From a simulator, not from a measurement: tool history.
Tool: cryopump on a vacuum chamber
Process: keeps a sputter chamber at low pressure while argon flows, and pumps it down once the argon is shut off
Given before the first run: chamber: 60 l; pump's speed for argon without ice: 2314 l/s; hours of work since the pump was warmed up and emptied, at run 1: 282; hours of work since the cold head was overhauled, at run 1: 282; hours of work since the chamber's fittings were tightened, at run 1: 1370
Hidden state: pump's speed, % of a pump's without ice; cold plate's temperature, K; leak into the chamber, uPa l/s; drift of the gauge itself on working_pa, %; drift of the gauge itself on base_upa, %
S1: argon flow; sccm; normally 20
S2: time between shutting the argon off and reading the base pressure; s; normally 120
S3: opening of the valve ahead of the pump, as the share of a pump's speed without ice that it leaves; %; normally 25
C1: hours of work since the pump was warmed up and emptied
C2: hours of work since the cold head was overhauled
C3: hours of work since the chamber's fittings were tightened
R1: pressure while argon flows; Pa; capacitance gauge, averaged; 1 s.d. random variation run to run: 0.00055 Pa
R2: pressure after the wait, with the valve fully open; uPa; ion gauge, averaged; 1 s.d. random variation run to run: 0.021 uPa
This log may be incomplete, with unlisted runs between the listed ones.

{"run": 1, "hour": 0.0, "S1": 20, "S2": 120, "S3": 25, "C1": 282, "C2": 282, "C3": 1370, "R1": 0.0592, "R2": 0.82}
{"run": 2, "hour": 22.7, "S1": 20, "S2": 120, "S3": 21, "C1": 299, "C2": 299, "C3": 1387, "R1": 0.0709, "R2": 0.83}
{"run": 3, "hour": 62.3, "S1": 20, "S2": 120, "S3": 17, "C1": 328, "C2": 328, "C3": 1416, "R1": 0.0882, "R2": 0.81}
{"run": 4, "hour": 88.6, "S1": 20, "S2": 120, "S3": 25, "C1": 347, "C2": 347, "C3": 1435, "R1": 0.0594, "R2": 0.81}
{"run": 5, "hour": 123.8, "S1": 20, "S2": 120, "S3": 25, "C1": 372, "C2": 372, "C3": 1461, "R1": 0.0594, "R2": 0.87}
{"run": 6, "hour": 164.2, "S1": 20, "S2": 120, "S3": 21, "C1": 402, "C2": 402, "C3": 1490, "R1": 0.0718, "R2": 0.82}
{"run": 7, "hour": 211.0, "S1": 20, "S2": 120, "S3": 21, "C1": 436, "C2": 436, "C3": 1524, "R1": 0.0714, "R2": 0.84}
{"run": 8, "hour": 255.8, "S1": 16, "S2": 120, "S3": 25, "C1": 469, "C2": 469, "C3": 1557, "R1": 0.0479, "R2": 0.9}
{"run": 9, "hour": 300.2, "S1": 16, "S2": 22, "S3": 25, "C1": 501, "C2": 501, "C3": 1589, "R1": 0.0485, "R2": 1.94}
{"run": 10, "hour": 334.2, "S1": 16, "S2": 22, "S3": 25, "C1": 526, "C2": 526, "C3": 1614, "R1": 0.0491, "R2": 2.03}
{"run": 11, "hour": 358.2, "S1": 20, "S2": 84, "S3": 25, "C1": 543, "C2": 543, "C3": 1631, "R1": 0.06, "R2": 0.98}
{"run": 12, "hour": 395.3, "S1": 20, "S2": 48, "S3": 19, "C1": 570, "C2": 570, "C3": 1658, "R1": 0.0785, "R2": 1.32}
{"run": 13, "hour": 448.1, "S1": 20, "S2": 48, "S3": 19, "C1": 609, "C2": 609, "C3": 1697, "R1": 0.0789, "R2": 1.27}
{"run": 14, "hour": 496.0, "S1": 37, "S2": 73, "S3": 56, "C1": 644, "C2": 644, "C3": 1732, "R1": 0.0525, "R2": 1.1}
{"run": 15, "hour": 545.4, "S1": 37, "S2": 73, "S3": 31, "C1": 680, "C2": 680, "C3": 1768, "R1": 0.0914, "R2": 1.13}
{"run": 16, "hour": 583.1, "S1": 20, "S2": 50, "S3": 32, "C1": 707, "C2": 707, "C3": 1795, "R1": 0.0481, "R2": 1.3}
{"run": 17, "hour": 623.4, "S1": 20, "S2": 50, "S3": 32, "C1": 737, "C2": 737, "C3": 1825, "R1": 0.0479, "R2": 1.35}
{"run": 18, "hour": 659.6, "S1": 20, "S2": 35, "S3": 52, "C1": 763, "C2": 763, "C3": 1851, "R1": 0.0311, "R2": 1.49}
{"run": 19, "hour": 681.9, "S1": 20, "S2": 267, "S3": 42, "C1": 779, "C2": 779, "C3": 1867, "R1": 0.037, "R2": 0.83}
{"run": 20, "hour": 731.7, "S1": 20, "S2": 267, "S3": 42, "C1": 815, "C2": 815, "C3": 1904, "R1": 0.0377, "R2": 0.88}
{"run": 21, "hour": 769.3, "S1": 20, "S2": 125, "S3": 58, "C1": 843, "C2": 843, "C3": 1931, "R1": 0.0277, "R2": 1.01}

Alternative continuations, all from the tool just after run 21; predict every row:
{"run": "A", "hour": 795.9, "S1": 17, "S2": 217, "S3": 41, "C1": 862, "C2": 862, "C3": 1950, "R1": "?", "R2": "?"}
{"run": "B", "hour": 795.9, "S1": 32, "S2": 109, "S3": 45, "C1": 862, "C2": 862, "C3": 1950, "R1": "?", "R2": "?"}
{"run": "C", "hour": 795.9, "S1": 20, "S2": 28, "S3": 26, "C1": 862, "C2": 862, "C3": 1950, "R1": "?", "R2": "?"}
{"run": "D", "hour": 795.9, "S1": 20, "S2": 87, "S3": 41, "C1": 862, "C2": 862, "C3": 1950, "R1": "?", "R2": "?"}

run=A R1=0.0327 R2=0.95
run=B R1=0.0572 R2=1.08
run=C R1=0.0596 R2=1.77
run=D R1=0.0397 R2=1.16
Take away the tool's hidden state, keep each run's random variation, and the runs would have read:
run=A R1=0.0299 R2=0.27
run=B R1=0.0519 R2=0.38
run=C R1=0.0563 R2=1.09
run=D R1=0.0364 R2=0.48
